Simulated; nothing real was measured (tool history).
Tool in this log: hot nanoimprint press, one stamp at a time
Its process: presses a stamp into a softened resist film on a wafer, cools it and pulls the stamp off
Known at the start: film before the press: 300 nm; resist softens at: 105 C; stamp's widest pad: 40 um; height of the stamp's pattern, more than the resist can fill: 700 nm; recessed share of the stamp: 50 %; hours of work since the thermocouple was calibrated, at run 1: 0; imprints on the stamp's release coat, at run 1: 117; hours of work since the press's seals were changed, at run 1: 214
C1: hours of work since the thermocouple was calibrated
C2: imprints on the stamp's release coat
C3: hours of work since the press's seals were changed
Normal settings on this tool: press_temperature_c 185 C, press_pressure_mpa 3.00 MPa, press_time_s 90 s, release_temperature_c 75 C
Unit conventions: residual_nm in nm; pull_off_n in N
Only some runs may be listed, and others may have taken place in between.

run 1 day=0.000 | press_temperature_c=185 press_pressure_mpa=3.00 press_time_s=90 release_temperature_c=75 | C1=0 C2=117 C3=214 | residual_nm=109.7 pull_off_n=222
run 2 day=0.550 | press_temperature_c=185 press_pressure_mpa=3.00 press_time_s=90 release_temperature_c=75 | C1=6 C2=141 C3=219 | residual_nm=109.1 pull_off_n=214
run 3 day=0.883 | press_temperature_c=185 press_pressure_mpa=3.00 press_time_s=90 release_temperature_c=75 | C1=10 C2=156 C3=223 | residual_nm=109.0 pull_off_n=213
run 4 day=1.150 | press_temperature_c=185 press_pressure_mpa=4.40 press_time_s=90 release_temperature_c=75 | C1=12 C2=167 C3=226 | residual_nm=89.5 pull_off_n=215
run 5 day=1.542 | press_temperature_c=185 press_pressure_mpa=4.40 press_time_s=90 release_temperature_c=75 | C1=17 C2=185 C3=230 | residual_nm=91.0 pull_off_n=213
run 6 day=1.917 | press_temperature_c=185 press_pressure_mpa=3.00 press_time_s=90 release_temperature_c=75 | C1=21 C2=201 C3=234 | residual_nm=109.2 pull_off_n=212
run 7 day=2.262 | press_temperature_c=185 press_pressure_mpa=2.70 press_time_s=90 release_temperature_c=75 | C1=24 C2=216 C3=238 | residual_nm=113.1 pull_off_n=213
run 8 day=2.900 | press_temperature_c=185 press_pressure_mpa=2.70 press_time_s=90 release_temperature_c=75 | C1=31 C2=244 C3=245 | residual_nm=115.5 pull_off_n=216
run 9 day=3.254 | press_temperature_c=195 press_pressure_mpa=3.00 press_time_s=90 release_temperature_c=75 | C1=35 C2=259 C3=248 | residual_nm=77.7 pull_off_n=222
run 10 day=3.621 | press_temperature_c=185 press_pressure_mpa=2.38 press_time_s=90 release_temperature_c=71 | C1=39 C2=275 C3=252 | residual_nm=120.5 pull_off_n=235
run 11 day=3.921 | press_temperature_c=181 press_pressure_mpa=1.86 press_time_s=55 release_temperature_c=71 | C1=42 C2=288 C3=256 | residual_nm=180.7 pull_off_n=235
run 12 day=4.429 | press_temperature_c=181 press_pressure_mpa=1.86 press_time_s=55 release_temperature_c=71 | C1=48 C2=311 C3=261 | residual_nm=180.7 pull_off_n=235
run 13 day=4.921 | press_temperature_c=181 press_pressure_mpa=1.86 press_time_s=55 release_temperature_c=71 | C1=53 C2=332 C3=266 | residual_nm=179.3 pull_off_n=233
run 14 day=5.400 | press_temperature_c=181 press_pressure_mpa=1.86 press_time_s=55 release_temperature_c=71 | C1=58 C2=353 C3=272 | residual_nm=180.1 pull_off_n=235
run 15 day=5.908 | press_temperature_c=187 press_pressure_mpa=3.19 press_time_s=105 release_temperature_c=75 | C1=64 C2=375 C3=277 | residual_nm=91.8 pull_off_n=222

Each row is a separate what-if for the run after 15, all from the same tool condition, not one after another. Results?
run A day=6.538 | press_temperature_c=196 press_pressure_mpa=3.97 press_time_s=117 release_temperature_c=75 | C1=70 C2=402 C3=284 | residual_nm=? pull_off_n=?
run B day=6.538 | press_temperature_c=187 press_pressure_mpa=3.19 press_time_s=84 release_temperature_c=75 | C1=70 C2=402 C3=284 | residual_nm=? pull_off_n=?
run C day=6.538 | press_temperature_c=179 press_pressure_mpa=3.19 press_time_s=105 release_temperature_c=75 | C1=70 C2=402 C3=284 | residual_nm=? pull_off_n=?
run D day=6.538 | press_temperature_c=185 press_pressure_mpa=4.58 press_time_s=100 release_temperature_c=73 | C1=70 C2=402 C3=284 | residual_nm=? pull_off_n=?

run=A residual_nm=57.7 pull_off_n=216
run=B residual_nm=101.2 pull_off_n=215
run=C residual_nm=123.5 pull_off_n=221
run=D residual_nm=85.1 pull_off_n=224
Take away the tool's hidden state, keep each run's random variation, and the runs would have read:
run=A residual_nm=57.7 pull_off_n=215
run=B residual_nm=101.1 pull_off_n=215
run=C residual_nm=123.5 pull_off_n=220
run=D residual_nm=85.1 pull_off_n=223
